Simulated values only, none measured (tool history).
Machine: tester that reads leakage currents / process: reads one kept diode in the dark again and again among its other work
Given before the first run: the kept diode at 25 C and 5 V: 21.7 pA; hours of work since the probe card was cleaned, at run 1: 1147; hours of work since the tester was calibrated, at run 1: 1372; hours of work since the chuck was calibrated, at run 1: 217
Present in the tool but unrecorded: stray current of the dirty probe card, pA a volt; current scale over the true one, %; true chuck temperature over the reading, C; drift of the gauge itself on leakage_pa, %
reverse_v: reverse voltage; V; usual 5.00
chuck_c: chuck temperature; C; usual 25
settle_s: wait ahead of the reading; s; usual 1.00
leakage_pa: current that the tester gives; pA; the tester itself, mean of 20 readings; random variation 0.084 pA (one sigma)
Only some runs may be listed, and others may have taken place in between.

run   hour  reverse_v  chuck_c  settle_s  hours of work since the probe card was cleaned  hours of work since the tester was calibrated  hours of work since the chuck was calibrated  leakage_pa
  1    0.0       5.00       25      1.00                                            1147                                           1372                                           217       27.38
  2   46.8       5.00       25      8.91                                            1180                                           1405                                           250       26.99
  3   68.6       5.00       25      8.91                                            1196                                           1420                                           265       27.03
  4   89.7       5.00       42      8.91                                            1210                                           1435                                           280       79.80
  5  135.4       4.86       25      1.00                                            1242                                           1467                                           312       27.48
  6  155.5       4.86       22      1.00                                            1257                                           1481                                           326       23.10
  7  197.1       4.86       22      1.00                                            1286                                           1510                                           355       23.22
  8  236.6       4.86       22      1.00                                            1314                                           1538                                           383       23.41
  9  276.3       4.86       22      1.00                                            1341                                           1566                                           411       23.59
 10  324.0       4.86       22      1.00                                            1375                                           1599                                           444       23.60
 11  349.3       5.00       25      4.24                                            1393                                           1617                                           462       27.97
 12  394.0       5.00       25      4.24                                            1424                                           1648                                           494       28.34
 13  418.2       4.22       45      4.24                                            1441                                           1665                                           511       91.60
 14  446.0       1.52       25      0.39                                            1460                                           1685                                           530       16.80
 15  485.8       5.00       27      0.48                                            1488                                           1713                                           558       33.57
 16  513.3      11.20       44      1.31                                            1508                                           1732                                           577      130.01
 17  554.9      11.20       44      1.31                                            1537                                           1761                                           606      131.29
 18  577.9      11.20       44      1.31                                            1553                                           1777                                           623      129.81
 19  616.9      11.20       44      1.31                                            1580                                           1805                                           650      131.08
 20  650.5       7.67       44      4.90                                            1604                                           1828                                           674      111.05
 21  682.1       7.93       30      4.90                                            1626                                           1851                                           696       49.23
 22  712.6       5.00       25      0.79                                            1648                                           1872                                           717       29.95
 23  744.0       4.60       55      1.92                                            1670                                           1894                                           739      178.59
 24  776.9       4.60       55      1.92                                            1693                                           1917                                           762      177.86

Alternative continuations, all from the tool just after run 24; predict every row:
  A  805.6       4.60       22      2.34                                            1713                                           1937                                           782           ?
  B  805.6       5.00       25      0.47                                            1713                                           1937                                           782           ?
  C  805.6       5.00       45      3.77                                            1713                                           1937                                           782           ?

run  leakage_pa
  A       24.03
  B       30.98
  C       99.60
With no hidden state in the tool, these same runs would have given:
run  leakage_pa
  A       17.06
  B       23.38
  C       91.48
